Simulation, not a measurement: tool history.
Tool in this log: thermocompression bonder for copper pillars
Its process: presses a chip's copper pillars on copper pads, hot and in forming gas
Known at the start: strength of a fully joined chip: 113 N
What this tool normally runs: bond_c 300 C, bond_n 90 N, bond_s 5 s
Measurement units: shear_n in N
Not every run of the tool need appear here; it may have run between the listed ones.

run  hour  bond_c  bond_n  bond_s  shear_n
  1   0.0     300      90       5     70.8
  2   5.2     300      90       5     70.4
  3  14.1     300      90       5     68.3
  4  21.9     300      90       7     75.6
  5  27.7     300      90       7     75.7
  6  37.7     283      90       5     55.3
  7  46.5     283      90       5     56.5
  8  54.9     272      85       3     36.1
  9  63.0     300     129       5     87.2
 10  73.0     300      57       8     56.1
 11  80.0     288      65       7     50.0
 12  87.5     288      65       7     50.2
 13  92.4     288      65       9     54.8

Some steps in shear_n, run to run, broken into two amounts with sign: the step expected even without the hidden condition (settings, incoming material, random variation), and the rest, left for the hidden condition together with whatever gauge scatter is not in both the measured and the hidden-condition-free result:
The hidden state here: true temperature of the bond over the reading, C; force that reaches the chip, % of what is set; oxide that the forming gas leaves, % of the face; drift of the gauge itself on shear_n, %.
Run 7 -> 8: bond_c 283 -> 272, bond_n 90 -> 85, bond_s 5 -> 3. shear_n -20.4 N: hidden state +1.1, all else -21.5.
Run 8 -> 9: bond_c 272 -> 300, bond_n 85 -> 129, bond_s 3 -> 5. shear_n +51.1 N: hidden state -0.7, all else +51.8.

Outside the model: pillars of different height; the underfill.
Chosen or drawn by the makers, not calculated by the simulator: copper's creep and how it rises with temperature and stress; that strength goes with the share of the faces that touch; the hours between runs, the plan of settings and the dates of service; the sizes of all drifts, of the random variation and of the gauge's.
